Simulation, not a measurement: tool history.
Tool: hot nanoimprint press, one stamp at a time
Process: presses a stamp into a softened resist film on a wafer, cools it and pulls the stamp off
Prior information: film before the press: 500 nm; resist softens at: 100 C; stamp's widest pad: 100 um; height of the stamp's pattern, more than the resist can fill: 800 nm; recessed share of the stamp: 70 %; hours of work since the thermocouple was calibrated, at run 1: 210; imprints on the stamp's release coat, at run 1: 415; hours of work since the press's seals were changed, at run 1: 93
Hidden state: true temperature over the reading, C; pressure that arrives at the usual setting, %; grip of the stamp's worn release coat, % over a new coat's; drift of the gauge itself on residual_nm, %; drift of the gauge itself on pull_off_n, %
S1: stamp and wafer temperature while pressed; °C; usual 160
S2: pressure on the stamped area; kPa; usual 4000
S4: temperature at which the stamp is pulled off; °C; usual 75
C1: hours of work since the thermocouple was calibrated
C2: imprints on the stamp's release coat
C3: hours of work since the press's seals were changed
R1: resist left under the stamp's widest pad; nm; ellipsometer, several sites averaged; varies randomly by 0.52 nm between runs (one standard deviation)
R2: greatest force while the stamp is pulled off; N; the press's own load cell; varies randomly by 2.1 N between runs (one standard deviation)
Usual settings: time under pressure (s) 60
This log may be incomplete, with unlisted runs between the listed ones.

Run 1, hour 0.0: usual settings; C1 210; C2 415; C3 93. Result: R1 227.7 nm, R2 162 N.
Run 2, hour 7.6: usual settings; C1 215; C2 454; C3 98. Result: R1 228.9 nm, R2 165 N.
Run 3, hour 15.9: usual settings; C1 222; C2 496; C3 105. Result: R1 228.3 nm, R2 166 N.
Run 4, hour 22.3: usual settings but S2 5230 kPa; C1 226; C2 529; C3 109. Result: R1 195.8 nm, R2 172 N.
Run 5, hour 30.3: usual settings but S2 5230 kPa; C1 232; C2 570; C3 115. Result: R1 195.6 nm, R2 170 N.
Run 6, hour 38.0: usual settings but S2 5230 kPa; C1 238; C2 609; C3 121. Result: R1 195.4 nm, R2 170 N.
At hour 41.4: plate thermocouple calibrated.
Run 7, hour 48.4: usual settings but S1 155 °C, S2 2630 kPa; C1 5; C2 647; C3 127. Result: R1 344.7 nm, R2 173 N.
Run 8, hour 52.5: usual settings but S1 155 °C, S2 2630 kPa; C1 8; C2 668; C3 130. Result: R1 345.7 nm, R2 167 N.
Run 9, hour 56.5: usual settings but S2 2610 kPa; C1 11; C2 689; C3 133. Result: R1 283.3 nm, R2 172 N.
Run 10, hour 65.3: usual settings but S2 2610 kPa, time under pressure (s) 50; C1 18; C2 733; C3 139. Result: R1 297.6 nm, R2 172 N.
Run 11, hour 69.9: usual settings but S1 154 °C, S4 72 °C; C1 21; C2 757; C3 143. Result: R1 298.5 nm, R2 177 N.

Each row is a separate what-if for the run after 11, all from the same tool condition, not one after another. Results?
Run A, hour 78.5: usual settings but S2 5960 kPa, S4 60 °C; C1 28; C2 801; C3 149. Result: R1 ?, R2 ?.
Run B, hour 78.5: usual settings but S1 154 °C, S2 3160 kPa, time under pressure (s) 46; C1 28; C2 801; C3 149. Result: R1 ?, R2 ?.
Run C, hour 78.5: usual settings but time under pressure (s) 30, S4 71 °C; C1 28; C2 801; C3 149. Result: R1 ?, R2 ?.
Run D, hour 78.5: usual settings but S1 154 °C, S2 3310 kPa, S4 72 °C; C1 28; C2 801; C3 149. Result: R1 ?, R2 ?.
Run E, hour 78.5: usual settings but S2 4540 kPa, time under pressure (s) 113, S4 64 °C; C1 28; C2 801; C3 149. Result: R1 ?, R2 ?.

run     R1   R2
  A  179.4  208
  B  354.5  173
  C  278.3  183
  D  325.7  184
  E  168.6  202
With no hidden state in the tool, these same runs would have given:
run     R1   R2
  A  187.1  180
  B  365.9  150
  C  288.6  159
  D  337.5  160
  E  176.1  176
